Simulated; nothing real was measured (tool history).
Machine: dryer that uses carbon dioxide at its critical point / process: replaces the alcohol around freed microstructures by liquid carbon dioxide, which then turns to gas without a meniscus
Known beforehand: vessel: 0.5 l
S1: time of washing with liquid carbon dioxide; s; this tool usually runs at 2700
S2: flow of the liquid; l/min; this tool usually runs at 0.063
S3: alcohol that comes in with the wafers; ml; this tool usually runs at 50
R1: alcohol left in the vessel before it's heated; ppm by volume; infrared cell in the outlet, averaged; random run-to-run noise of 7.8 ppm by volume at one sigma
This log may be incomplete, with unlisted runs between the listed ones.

Run 1, hour 0: usual settings. Result: R1 704 ppm by volume.
Run 2, hour 45.3: usual settings. Result: R1 716 ppm by volume.
Run 3, hour 81.3: usual settings. Result: R1 771 ppm by volume.
Run 4, hour 102.7: usual settings. Result: R1 766 ppm by volume.
At hour 122.2: purifier's bed changed.
Run 5, hour 138: usual settings. Result: R1 649 ppm by volume.
Run 6, hour 159.9: usual settings but S3 43 ml. Result: R1 564 ppm by volume.
Run 7, hour 207.3: usual settings. Result: R1 711 ppm by volume.
Run 8, hour 257.7: usual settings but S2 0.0544 l/min. Result: R1 1479 ppm by volume.
Run 9, hour 282.4: usual settings but S1 2580 s. Result: R1 976 ppm by volume.
Run 10, hour 325.1: usual settings but S1 2580 s. Result: R1 1034 ppm by volume.
Run 11, hour 346.5: usual settings but S1 2580 s. Result: R1 1059 ppm by volume.
Run 12, hour 369: usual settings but S1 2580 s. Result: R1 1082 ppm by volume.
Run 13, hour 398.7: usual settings but S1 2580 s. Result: R1 1158 ppm by volume.
At hour 408.6: inlet filter changed.
Run 14, hour 443: usual settings but S1 2580 s. Result: R1 568 ppm by volume.
Run 15, hour 482.1: usual settings but S1 2580 s. Result: R1 602 ppm by volume.
Run 16, hour 527.6: usual settings but S1 2580 s. Result: R1 628 ppm by volume.
Run 17, hour 564: usual settings but S1 3180 s, S2 0.0575 l/min, S3 29 ml. Result: R1 229 ppm by volume.
Run 18, hour 605.4: usual settings but S1 2460 s, S2 0.089 l/min, S3 110 ml. Result: R1 323 ppm by volume.
Run 19, hour 643.7: usual settings but S1 2460 s, S2 0.089 l/min, S3 110 ml. Result: R1 334 ppm by volume.
Run 20, hour 675.7: usual settings but S1 2460 s, S2 0.089 l/min, S3 110 ml. Result: R1 353 ppm by volume.
Run 21, hour 697.2: usual settings but S1 2460 s, S2 0.089 l/min, S3 110 ml. Result: R1 366 ppm by volume.
Run 22, hour 730.5: usual settings but S1 2460 s, S2 0.089 l/min, S3 110 ml. Result: R1 383 ppm by volume.
Run 23, hour 760.5: usual settings but S1 4080 s, S2 0.0506 l/min, S3 110 ml. Result: R1 530 ppm by volume.
Run 24, hour 781.7: usual settings but S1 4080 s, S2 0.0506 l/min, S3 110 ml. Result: R1 565 ppm by volume.
Run 25, hour 820.6: usual settings but S1 4080 s, S2 0.0506 l/min, S3 110 ml. Result: R1 592 ppm by volume.
Run 26, hour 846.5: usual settings but S1 3360 s, S3 35 ml. Result: R1 226 ppm by volume.
Run 27, hour 894.1: usual settings but S1 3600 s, S2 0.0592 l/min, S3 27 ml. Result: R1 200 ppm by volume.
Run 28, hour 929.7: usual settings but S1 1680 s, S2 0.0592 l/min, S3 27 ml. Result: R1 3239 ppm by volume.
Run 29, hour 969.2: usual settings but S1 1680 s, S2 0.0592 l/min, S3 27 ml. Result: R1 3318 ppm by volume.
Run 30, hour 1019.3: usual settings but S1 1680 s, S2 0.0592 l/min, S3 27 ml. Result: R1 3515 ppm by volume.
At hour 1036: inlet filter changed.
Run 31, hour 1070: usual settings but S1 3540 s. Result: R1 182 ppm by volume.

For some of the steps in R1 from one run to the next: how much would appear even if the tool had no hidden state, given the settings, what came in and random variation, and how much remains for the hidden state plus any gauge scatter that the measured result and the result without hidden state don't share?
The tool's hidden condition here consists of: flow that reaches the vessel past the clogged filter, %; alcohol in the recycled carbon dioxide, ppm; drift of the gauge itself on alcohol_ppm, %.
Run 7 -> 8: S2 0.063 -> 0.0544. R1 +768 ppm by volume: hidden state +322, all else +446.
Run 13 -> 14: inlet filter changed. R1 -590 ppm by volume: hidden state -577, all else -13.
Run 27 -> 28: S1 3600 -> 1680. R1 +3039 ppm by volume: hidden state +978, all else +2061.
Run 30 -> 31: S1 1680 -> 3540, S2 0.0592 -> 0.063, S3 27 -> 50, inlet filter changed. R1 -3333 ppm by volume: hidden state -1264, all else -2069.
